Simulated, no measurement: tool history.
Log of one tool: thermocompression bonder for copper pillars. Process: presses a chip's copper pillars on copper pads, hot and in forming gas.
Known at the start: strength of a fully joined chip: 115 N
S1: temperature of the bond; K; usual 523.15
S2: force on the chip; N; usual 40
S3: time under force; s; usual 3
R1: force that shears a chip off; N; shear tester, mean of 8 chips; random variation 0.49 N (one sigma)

run   hour      S1  S2  S3     R1
  1      0  523.15  40   3     83
  2     27  529.15  40   3   85.6
  3   58.9  529.15  40   3   84.7
  4   90.4  529.15  40   3   82.9
  5  115.1  529.15  40   3   82.5
  6  142.4  528.15  40   3   81.6
  7    166  523.15  30   3   67.1
  8  188.8  523.15  30   3   67.1
  9  222.6  523.15  40   3     77
     227.6  -- forming gas filter changed
 10  239.3  523.15  40   3   83.4
 11    263  523.15  40   3   82.1
 12  279.3  523.15  40   3   81.3
 13    297  523.15  40   3   81.6
 14  315.3  523.15  40   3     81
 15  342.1  523.15  40   3   80.4
 16    364  523.15  40   4   85.8
 17    401  523.15  40   3   79.1
     404.9  -- force cell calibrated
 18  436.7  523.15  40   3   79.2
 19  451.7  523.15  40   3   78.5
     472.5  -- forming gas filter changed
 20  483.5  523.15  40   2   75.5
 21  502.3  523.15  40   2   74.7
     532.2  -- force cell calibrated, once more
 22  536.3  525.15  40   2     75
 23  561.4  525.15  40   2   73.4
 24  584.8  523.15  40   8   98.3
 25  616.8  523.15  40   8   96.3
 26  638.9  534.15  52   3   92.2
 27    670  523.15  45   3   83.4
 28  689.9  525.15  40   3   79.2
 29  708.2  499.15  40   3   64.2
     717.6  -- forming gas filter changed
 30  740.5  511.15  28   3   61.4
 31  755.5  542.15  52   6  107.3
 32  787.1  542.15  38   6   99.9
 33  816.3  551.15  55   3  101.5
 34  838.5  551.15  55   3  102.2
 35  859.2  551.15  55   3  101.4
 36  877.7  532.15  40   3     84
 37  906.6  523.15  53   3   88.1
 38  943.2  495.15  40   3   62.8
     961.2  -- forming gas filter changed
 39  966.9  523.15  40   4   89.6

Forecast each of these 3 alternatives for the next run:
  A  987.3  546.15  27   3   ?
  B  987.3  544.15  34   4   ?
  C  987.3  535.15  30   3   ?

run    R1
  A  80.6
  B  92.6
  C  78.9
Without the tool's hidden state the same runs would have given:
run    R1
  A  78.8
  B  91.2
  C  76.9
